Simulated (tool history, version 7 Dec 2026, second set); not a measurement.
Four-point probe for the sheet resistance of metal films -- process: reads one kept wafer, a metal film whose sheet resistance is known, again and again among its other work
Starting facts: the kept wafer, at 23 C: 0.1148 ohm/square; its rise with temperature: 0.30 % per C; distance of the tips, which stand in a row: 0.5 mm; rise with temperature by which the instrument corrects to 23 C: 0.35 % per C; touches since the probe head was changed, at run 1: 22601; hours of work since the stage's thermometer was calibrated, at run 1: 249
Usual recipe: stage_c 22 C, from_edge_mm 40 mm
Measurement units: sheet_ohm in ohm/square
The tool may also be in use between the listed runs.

run	hour	stage_c	from_edge_mm	touches since the probe head was changed	hours of work since the stage's thermometer was calibrated	sheet_ohm
1	0.0	22	40	22601	249	0.114879
2	36.7	35	40	24475	274	0.114081
3	61.1	35	40	25718	290	0.114123
4	88.7	35	40	27126	308	0.114165
5	123.2	31	40	28889	331	0.114355
6	161.4	31	40	30836	356	0.114369
7	192.2	31	40	32408	377	0.114374
8	220.2	31	40	33837	395	0.114367
9	273.1	31	40	36537	430	0.114354
10	324.6	31	40	39163	464	0.114381
11	360.1	31	14	40976	488	0.114399
12	384.5	22	14	42220	504	0.114928
13	418.1	22	14	43933	526	0.114880
14	474.9	22	3	46831	564	0.116524
15	516.2	22	3	48939	591	0.116526
16	563.8	22	3	51370	623	0.116540
17	607.4	22	3	53593	652	0.116534
18	660.4	22	3	56300	687	0.116548
19	690.6	19	72	57842	707	0.115017
20	740.1	19	72	60364	739	0.115067
21	787.6	35	40	62788	771	0.114070
22	829.0	35	40	64901	798	0.114104
23	883.7	35	40	67692	835	0.114125
24	922.1	35	40	69651	860	0.114134
25	976.8	35	40	72443	896	0.114101
26	1018.1	35	40	74552	924	0.114096
27	1043.7	25	40	75857	941	0.114668
28	1089.8	34	21	78208	971	0.114179
29	1134.9	34	21	80509	1001	0.114169
30	1186.5	23	9	83141	1035	0.115002
31	1237.6	35	7	85748	1069	0.114412
# hour 1252.4: new probe head fitted
32	1279.8	35	7	1396	1096	0.114421
33	1307.2	26	3	2796	1114	0.116321
34	1344.3	24	42	4687	1139	0.114732
35	1382.5	31	7	6636	1164	0.114615
36	1438.3	31	7	9485	1201	0.114637

Hidden condition of the tool, last listed run before each entry between runs versus first listed run after:
Runs 31 to 32: new probe head fitted (hour 1252.4)
  inner tips' distance over the nominal, %: -0.014 -> 0
